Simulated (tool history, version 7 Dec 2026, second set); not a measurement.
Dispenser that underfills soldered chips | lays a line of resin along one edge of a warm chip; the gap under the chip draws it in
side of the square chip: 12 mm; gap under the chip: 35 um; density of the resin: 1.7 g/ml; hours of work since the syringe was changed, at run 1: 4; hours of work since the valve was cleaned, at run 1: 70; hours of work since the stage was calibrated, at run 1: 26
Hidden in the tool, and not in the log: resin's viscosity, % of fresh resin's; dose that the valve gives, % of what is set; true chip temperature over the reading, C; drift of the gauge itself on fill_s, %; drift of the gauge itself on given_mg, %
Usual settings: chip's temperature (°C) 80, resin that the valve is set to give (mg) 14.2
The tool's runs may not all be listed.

run	hour	chip's temperature (°C)	resin that the valve is set to give (mg)	hours of work since the syringe was changed	hours of work since the valve was cleaned	hours of work since the stage was calibrated	time until the resin shows at the far edge (s)	resin that the valve gave (mg)
1	0	80	14.2	4	70	26	228.2	13.26
2	5.4	80	14.2	7	73	30	264.8	13.06
# hour 10.1: new syringe of resin
3	10.1	80	14.2	0	76	33	194.3	13.18
4	14.3	94	14.2	3	79	35	139.4	12.91
5	22.1	94	14.2	8	84	41	174.2	13.13
# hour 26: new syringe of resin
6	29.7	94	14.2	2	89	45	137.4	13.04
7	35.6	94	14.2	6	93	49	166.4	12.85
# hour 41.9: new syringe of resin
8	41.9	94	14.2	0	97	53	124.7	12.99
9	50.7	80	14.2	6	103	59	254.5	12.87
10	56.2	94	14.2	9	106	63	189	12.67
# hour 57.5: new syringe of resin
11	61.3	75	14.2	3	109	66	273.9	12.66
12	69.9	75	14.2	8	115	71	344.1	12.46
# hour 73.9: new syringe of resin
13	75.1	80	17	1	118	75	206	15
14	80.2	68	17	4	122	78	367.6	15.07
# hour 88.8: dispensing valve cleaned and set on the balance
# hour 90.5: new syringe of resin
15	91.8	80	14.2	1	2	85	209.9	14.18
16	98.9	80	14.2	6	6	89	257.9	14.19
# hour 106.5: new syringe of resin
17	107.1	80	14.2	0	12	95	206	13.96
18	112.2	80	14.2	4	15	98	235.3	13.9
19	120.3	75	14.9	9	20	103	352.4	14.51
# hour 122.3: new syringe of resin
20	125.5	69	13	2	24	107	332.4	12.69
21	131.8	92	17.4	6	28	111	173.8	16.89
# hour 138.1: new syringe of resin
22	142.1	86	15.6	3	34	117	180.8	15.11
23	146.7	74	12.9	6	37	120	327.2	12.26
# hour 154.5: new syringe of resin
24	155.6	87	13.2	1	43	126	162.7	12.6
25	160.7	91	16.5	4	46	129	163.9	15.68
# hour 170.2: new syringe of resin
26	170.5	91	16.5	0	53	136	140.4	15.62
27	180.7	80	14.8	7	59	142	275.2	13.94
# hour 186.1: new syringe of resin
28	187.5	80	14.8	1	64	147	205.8	13.74
29	193.8	89	17.2	5	68	151	181.5	15.94
# hour 201.7: new syringe of resin
30	202.7	89	17.2	1	73	156	155.7	15.99
31	211.7	90	13.8	7	79	162	197.4	12.78
# hour 217.5: new syringe of resin
32	219.2	86	12.2	1	84	167	182.6	11.21
33	227.9	79	15.3	7	90	173	286.9	13.85
# hour 233.4: new syringe of resin
34	238.4	79	15.3	3	96	180	245.4	13.72

5 ways to go on from here, each from the tool as it stands after run 34. What would each give?
A	245.5	79	12.3	8	101	184	?	?
B	245.5	67	15.6	8	101	184	?	?
C	245.5	79	12.9	8	101	184	?	?
D	245.5	78	13.2	8	101	184	?	?
E	245.5	92	17.1	8	101	184	?	?

run	time until the resin shows at the far edge (s)	resin that the valve gave (mg)
A	319.8	11.03
B	470.4	13.9
C	305.7	11.58
D	316.5	11.8
E	193.7	15.27
Without the tool's hidden state the same runs would have given:
run	time until the resin shows at the far edge (s)	resin that the valve gave (mg)
A	209	12.27
B	312.1	15.48
C	200.9	12.89
D	208.2	13.15
E	129.8	17
